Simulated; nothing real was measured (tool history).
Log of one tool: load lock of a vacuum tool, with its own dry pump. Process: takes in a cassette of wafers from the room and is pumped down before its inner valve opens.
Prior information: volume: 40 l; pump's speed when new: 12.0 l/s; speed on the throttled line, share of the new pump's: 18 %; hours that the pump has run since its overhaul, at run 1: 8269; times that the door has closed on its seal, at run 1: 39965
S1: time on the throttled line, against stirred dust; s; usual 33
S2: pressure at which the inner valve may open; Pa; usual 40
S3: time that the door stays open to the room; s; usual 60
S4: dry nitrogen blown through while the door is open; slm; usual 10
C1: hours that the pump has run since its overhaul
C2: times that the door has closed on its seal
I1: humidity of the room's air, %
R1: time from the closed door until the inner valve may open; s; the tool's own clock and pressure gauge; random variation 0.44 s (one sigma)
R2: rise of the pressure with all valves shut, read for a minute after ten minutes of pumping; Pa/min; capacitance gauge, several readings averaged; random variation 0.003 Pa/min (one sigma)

{"run": 1, "hour": 0.0, "S1": 33, "S2": 40, "S3": 60, "S4": 10, "C1": 8269, "C2": 39965, "I1": 43.6, "R1": 56.9, "R2": 0.269}
{"run": 2, "hour": 315.0, "S1": 33, "S2": 40, "S3": 60, "S4": 10, "C1": 8584, "C2": 41047, "I1": 44.7, "R1": 57.8, "R2": 0.283}
{"run": 3, "hour": 693.1, "S1": 33, "S2": 40, "S3": 60, "S4": 10, "C1": 8962, "C2": 42344, "I1": 43.1, "R1": 57.1, "R2": 0.292}
{"run": 4, "hour": 1132.7, "S1": 33, "S2": 40, "S3": 60, "S4": 10, "C1": 9401, "C2": 43853, "I1": 44.8, "R1": 57, "R2": 0.304}
{"run": 5, "hour": 1393.7, "S1": 33, "S2": 66, "S3": 60, "S4": 10, "C1": 9662, "C2": 44749, "I1": 44.8, "R1": 55.6, "R2": 0.325}
{"run": 6, "hour": 1873.7, "S1": 23, "S2": 40, "S3": 60, "S4": 10, "C1": 10142, "C2": 46397, "I1": 43.3, "R1": 51, "R2": 0.328}
{"run": 7, "hour": 2292.7, "S1": 23, "S2": 40, "S3": 60, "S4": 10, "C1": 10561, "C2": 47835, "I1": 43.8, "R1": 50.5, "R2": 0.348}
{"run": 8, "hour": 2512.3, "S1": 23, "S2": 40, "S3": 60, "S4": 10, "C1": 10781, "C2": 48589, "I1": 43.3, "R1": 50.4, "R2": 0.356}
{"run": 9, "hour": 2973.5, "S1": 23, "S2": 40, "S3": 60, "S4": 10, "C1": 11242, "C2": 50172, "I1": 44.3, "R1": 50.5, "R2": 0.369}
{"run": 10, "hour": 3445.8, "S1": 18, "S2": 40, "S3": 60, "S4": 10, "C1": 11714, "C2": 51793, "I1": 47, "R1": 47.1, "R2": 0.39}
{"run": 11, "hour": 3683.2, "S1": 18, "S2": 57, "S3": 60, "S4": 10, "C1": 11952, "C2": 52608, "I1": 43.4, "R1": 45.5, "R2": 0.398}
{"hour": 3934.7, "done": "dry pump taken out, an overhauled one fitted"}
{"run": 12, "hour": 4125.1, "S1": 33, "S2": 40, "S3": 38, "S4": 10, "C1": 190, "C2": 54104, "I1": 46.2, "R1": 53.1, "R2": 0.409}
{"run": 13, "hour": 4423.7, "S1": 33, "S2": 40, "S3": 60, "S4": 10, "C1": 489, "C2": 55129, "I1": 43.1, "R1": 53.3, "R2": 0.43}
{"run": 14, "hour": 4690.1, "S1": 33, "S2": 40, "S3": 130, "S4": 10, "C1": 755, "C2": 56043, "I1": 43.1, "R1": 53.9, "R2": 0.456}
{"run": 15, "hour": 4898.6, "S1": 33, "S2": 40, "S3": 130, "S4": 10, "C1": 964, "C2": 56759, "I1": 45.7, "R1": 53.8, "R2": 0.454}
{"run": 16, "hour": 5250.1, "S1": 24, "S2": 40, "S3": 60, "S4": 10, "C1": 1315, "C2": 57966, "I1": 40.4, "R1": 46.5, "R2": 0.449}
{"run": 17, "hour": 5476.1, "S1": 33, "S2": 40, "S3": 65, "S4": 10, "C1": 1541, "C2": 58742, "I1": 47.4, "R1": 54.7, "R2": 0.478}
{"run": 18, "hour": 5953.9, "S1": 22, "S2": 74, "S3": 43, "S4": 8, "C1": 2019, "C2": 60382, "I1": 43.6, "R1": 43, "R2": 0.476}
{"run": 19, "hour": 6340.1, "S1": 33, "S2": 76, "S3": 39, "S4": 10, "C1": 2405, "C2": 61707, "I1": 48.8, "R1": 51.9, "R2": 0.503}
{"run": 20, "hour": 6644.7, "S1": 33, "S2": 76, "S3": 39, "S4": 10, "C1": 2710, "C2": 62753, "I1": 46.5, "R1": 52.1, "R2": 0.505}
{"hour": 6981.8, "done": "door's seal changed, seat wiped"}
{"run": 21, "hour": 7033.1, "S1": 33, "S2": 76, "S3": 39, "S4": 10, "C1": 3097, "C2": 176, "I1": 45.5, "R1": 51.1, "R2": 0.021}
{"run": 22, "hour": 7413.7, "S1": 33, "S2": 76, "S3": 39, "S4": 5, "C1": 3478, "C2": 1482, "I1": 42.8, "R1": 52.7, "R2": 0.031}
{"run": 23, "hour": 7814.9, "S1": 20, "S2": 33, "S3": 155, "S4": 8, "C1": 3879, "C2": 2859, "I1": 43.7, "R1": 44.5, "R2": 0.059}
{"run": 24, "hour": 8144.6, "S1": 33, "S2": 40, "S3": 109, "S4": 12, "C1": 4208, "C2": 3991, "I1": 46.6, "R1": 54.8, "R2": 0.055}
{"run": 25, "hour": 8478.8, "S1": 18, "S2": 43, "S3": 28, "S4": 12, "C1": 4543, "C2": 5138, "I1": 44.3, "R1": 43.1, "R2": 0.032}
{"run": 26, "hour": 8836.2, "S1": 18, "S2": 56, "S3": 99, "S4": 12, "C1": 4900, "C2": 6365, "I1": 45.6, "R1": 42.4, "R2": 0.055}
{"run": 27, "hour": 9188.7, "S1": 21, "S2": 45, "S3": 35, "S4": 44, "C1": 5252, "C2": 7575, "I1": 45.1, "R1": 44.9, "R2": 0.032}
{"run": 28, "hour": 9408.9, "S1": 45, "S2": 37, "S3": 104, "S4": 10, "C1": 5473, "C2": 8331, "I1": 43.5, "R1": 65.1, "R2": 0.066}
{"run": 29, "hour": 9717.6, "S1": 33, "S2": 40, "S3": 35, "S4": 4, "C1": 5781, "C2": 9390, "I1": 42, "R1": 55, "R2": 0.051}
{"run": 30, "hour": 9983.3, "S1": 56, "S2": 50, "S3": 62, "S4": 10, "C1": 6047, "C2": 10303, "I1": 45.8, "R1": 73.7, "R2": 0.063}

What does the tool deliver on the next run?
{"run": 31, "hour": 10273.8, "S1": 21, "S2": 71, "S3": 29, "S4": 22, "C1": 6338, "C2": 11299, "I1": 43.6, "R1": "?", "R2": "?"}

Run 31 measured R1 43.6 s, R2 0.052 Pa/min.
Had the tool carried no hidden state, the very same run would have given R1 41 s, R2 0.017 Pa/min.

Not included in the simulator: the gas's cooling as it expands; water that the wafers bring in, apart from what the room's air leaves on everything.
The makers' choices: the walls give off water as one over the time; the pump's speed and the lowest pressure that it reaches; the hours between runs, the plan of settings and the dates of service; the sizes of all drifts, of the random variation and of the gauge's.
